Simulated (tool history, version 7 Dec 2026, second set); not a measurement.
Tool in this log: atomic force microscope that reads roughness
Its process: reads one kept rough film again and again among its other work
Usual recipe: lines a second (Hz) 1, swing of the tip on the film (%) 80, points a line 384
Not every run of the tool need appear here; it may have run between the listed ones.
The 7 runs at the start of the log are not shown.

run    hour  lines a second (Hz)  swing of the tip on the film (%)  points a line  roughness of the kept film (nm (root mean square))
  8   270.4                    1                                80            384                                               2.596
  9   296.9                 0.53                                80            384                                               2.587
      302.6  -- new tip fitted
 10   340.5                 0.53                                80            384                                               2.743
      388.6  -- new tip fitted
 11   388.6                 0.53                                80            384                                               2.888
 12   440.8                 0.53                                80            384                                               2.673
      477.3  -- new tip fitted
 13   503.3                    1                                80            384                                               2.659
 14   556.1                    1                                80            384                                               2.491
      565.1  -- new tip fitted
 15   619.7                    1                                80            267                                               2.551
      650.1  -- new tip fitted
 16   651.6                    1                                80            700                                               2.768
 17   686.4                    1                                80            700                                               2.652
      738.2  -- new tip fitted
 18   745.1                    1                                80            700                                               2.754
      767.1  -- height scale calibrated on a step standard
 19   784.5                    1                                80            700                                               2.547
      825.4  -- new tip fitted
 20   828.4                    1                                80            700                                               2.692
 21     860                    1                                85            384                                               2.542
 22   892.2                    1                                85            384                                               2.446
        912  -- new tip fitted
 23   947.8                 1.98                                85            272                                               2.295
 24   974.9                 1.98                                85            272                                                2.22
      999.4  -- new tip fitted
 25  1009.7                 1.98                                85            272                                                2.36
 26  1038.5                    1                                69            306                                               2.671
     1086.1  -- new tip fitted
 27  1090.5                 1.28                                88            701                                               2.533
 28  1141.8                 1.27                                64            477                                               2.649
     1175.6  -- new tip fitted
 29  1202.7                 1.75                                73            586                                               2.615
     1262.4  -- new tip fitted
 30  1263.5                 1.75                                73            531                                               2.678
 31  1308.1                 1.75                                73            531                                               2.542

Branching from run 31: 4 alternative next runs. What would each branch give?
     1351.4  -- new tip fitted
  A  1359.5                 0.69                                71            321                                                   ?
     1351.4  -- new tip fitted
  B  1359.5                    1                                56            384                                                   ?
     1351.4  -- new tip fitted
  C  1359.5                 0.54                                80            384                                                   ?
     1351.4  -- new tip fitted
  D  1359.5                 1.11                                55            384                                                   ?

run  roughness of the kept film (nm (root mean square))
  A                                               2.818
  B                                                2.86
  C                                               2.807
  D                                               2.894
With no hidden state in the tool, these same runs would have given:
run  roughness of the kept film (nm (root mean square))
  A                                               2.829
  B                                               2.871
  C                                               2.818
  D                                               2.905
